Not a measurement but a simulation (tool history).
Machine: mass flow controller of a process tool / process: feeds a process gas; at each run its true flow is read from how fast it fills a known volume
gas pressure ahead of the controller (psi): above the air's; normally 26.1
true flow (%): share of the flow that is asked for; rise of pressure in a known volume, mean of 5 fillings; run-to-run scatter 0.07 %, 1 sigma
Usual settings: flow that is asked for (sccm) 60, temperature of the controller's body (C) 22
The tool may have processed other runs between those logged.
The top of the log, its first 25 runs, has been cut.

run	hour	flow that is asked for (sccm)	gas pressure ahead of the controller (psi)	temperature of the controller's body (C)	true flow (%)
26	8776.5	60	28.1	22	99.04
27	9265.9	87	33.6	20	99.19
28	9598.0	139	26.1	22	99.81
29	9843.6	139	26.1	27	99.39
30	10183.9	122	22.3	24	99.68
31	10442.3	122	22.3	24	99.67
32	10699.0	85	22.3	24	99.22
33	11170.8	85	22.3	24	99.32
34	11403.1	60	28.3	23	98.88

5 options for the next run, each taken on its own from the tool as it stands now. Forecast them:
A	11623.5	23	26.1	37	?
B	11623.5	22	33.8	34	?
C	11623.5	29	22.6	23	?
D	11623.5	42	21.3	22	?
E	11623.5	60	31.0	30	?

run	true flow (%)
A	97.68
B	97.50
C	98.70
D	99.12
E	98.29
With the hidden condition removed and each run's random variation left untouched, the same runs would have given:
run	true flow (%)
A	97.70
B	97.52
C	98.71
D	99.13
E	98.30
